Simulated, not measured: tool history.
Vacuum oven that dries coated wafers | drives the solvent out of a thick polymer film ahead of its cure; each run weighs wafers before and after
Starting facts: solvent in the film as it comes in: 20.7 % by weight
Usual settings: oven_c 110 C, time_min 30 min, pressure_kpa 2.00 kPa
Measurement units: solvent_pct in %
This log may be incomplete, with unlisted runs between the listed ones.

run,hour,oven_c,time_min,pressure_kpa,solvent_pct
1,0.0,110,30,2.00,1.54
2,6.9,110,31,2.00,1.51
3,20.4,110,30,2.00,1.56
4,34.4,110,30,2.00,1.55
5,46.5,121,30,2.00,0.63
6,54.6,110,30,2.00,1.59
7,63.0,110,21,2.00,2.76
8,76.8,113,21,2.23,2.11
9,87.5,122,15,4.47,2.08
10,103.1,120,36,2.00,0.66
11,115.4,118,37,2.00,0.68
12,126.1,95,38,1.15,4.14
13,141.0,95,38,1.15,4.26

For each run, the measured value with the value that run would have given without the tool's hidden condition subtracted. The run-to-run variation is shared by both, the gauge scatter possibly not:
Unlogged tool condition in this case: true wafer temperature over the reading, C; true pressure over the reading, kPa; drift of the gauge itself on solvent_pct, %.
run,solvent_pct
1,+0.17
2,+0.16
3,+0.18
4,+0.18
5,+0.07
6,+0.19
7,+0.27
8,+0.23
9,+0.18
10,+0.07
11,+0.09
12,+0.42
13,+0.43

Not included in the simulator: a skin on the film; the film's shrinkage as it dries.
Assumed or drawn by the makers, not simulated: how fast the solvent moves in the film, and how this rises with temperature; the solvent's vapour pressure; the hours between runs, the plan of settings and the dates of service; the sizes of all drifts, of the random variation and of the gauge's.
